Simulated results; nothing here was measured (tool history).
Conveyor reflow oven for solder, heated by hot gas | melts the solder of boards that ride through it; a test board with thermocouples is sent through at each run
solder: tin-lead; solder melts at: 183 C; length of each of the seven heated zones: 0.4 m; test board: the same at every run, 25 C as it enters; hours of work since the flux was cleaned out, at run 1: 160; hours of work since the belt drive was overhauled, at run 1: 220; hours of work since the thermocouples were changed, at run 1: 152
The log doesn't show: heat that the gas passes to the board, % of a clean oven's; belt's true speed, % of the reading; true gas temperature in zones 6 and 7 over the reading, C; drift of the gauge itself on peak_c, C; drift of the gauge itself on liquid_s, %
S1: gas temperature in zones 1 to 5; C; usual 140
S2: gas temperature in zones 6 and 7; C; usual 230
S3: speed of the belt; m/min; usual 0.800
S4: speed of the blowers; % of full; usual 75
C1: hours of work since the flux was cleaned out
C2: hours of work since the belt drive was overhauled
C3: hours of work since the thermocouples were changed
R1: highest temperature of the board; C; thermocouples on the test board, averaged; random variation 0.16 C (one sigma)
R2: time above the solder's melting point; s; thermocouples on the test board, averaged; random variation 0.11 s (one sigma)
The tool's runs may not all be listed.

run	hour	S1	S2	S3	S4	C1	C2	C3	R1	R2
1	0.0	140	230	0.800	75	160	220	152	216.2	45.3
2	8.1	140	230	0.800	75	165	225	157	216.1	45.5
3	14.0	140	230	0.800	75	169	228	161	216.0	45.6
4	21.6	140	230	0.800	75	173	233	166	215.9	45.6
5	28.1	140	230	0.800	85	177	237	170	218.1	46.7
6	34.5	131	230	0.800	75	181	241	174	214.6	42.3
7	38.6	140	230	0.800	75	184	244	176	215.7	45.4
8	44.0	140	230	0.800	75	187	247	180	216.1	45.5
9	48.1	140	230	0.800	75	190	249	182	216.2	45.3
10	56.3	140	230	0.800	75	195	255	187	216.0	45.4
11	60.6	140	230	0.800	75	198	257	190	215.8	45.4
12	67.2	140	230	0.800	75	202	261	194	215.9	45.4
13	71.8	147	230	0.686	75	204	264	197	220.9	59.4
14	76.3	147	230	0.680	53	207	267	199	216.3	56.1
15	83.0	147	230	0.898	53	211	271	204	207.9	35.3
16	90.8	150	230	0.898	53	216	276	208	208.5	36.6
17	99.9	150	230	0.898	53	222	281	214	208.5	37.0
18	107.6	150	230	0.898	53	227	286	219	208.2	36.8
19	112.7	150	230	0.898	53	230	289	222	208.4	36.9
20	116.7	150	230	0.898	53	232	292	224	208.5	36.8
21	124.1	147	219	0.929	89	237	296	229	206.1	34.6
22	132.4	147	219	0.929	89	242	302	234	206.0	34.9

Some steps in R1 between neighbouring runs. How much of each would the tool show without its hidden state too (settings, what came in, random variation), and how much is left for the hidden state, with any gauge scatter that isn't in both results?
Run 5 -> 6: S1 140 -> 131, S4 85 -> 75. R1 -3.5 C: hidden state -0.1, all else -3.4.
Run 12 -> 13: S1 140 -> 147, S3 0.800 -> 0.686. R1 +5.0 C: hidden state +0.1, all else +4.9.
Run 14 -> 15: S3 0.680 -> 0.898. R1 -8.4 C: hidden state -0.1, all else -8.3.
Run 20 -> 21: S1 150 -> 147, S2 230 -> 219, S3 0.898 -> 0.929, S4 53 -> 89. R1 -2.4 C: hidden state -0.2, all else -2.2.
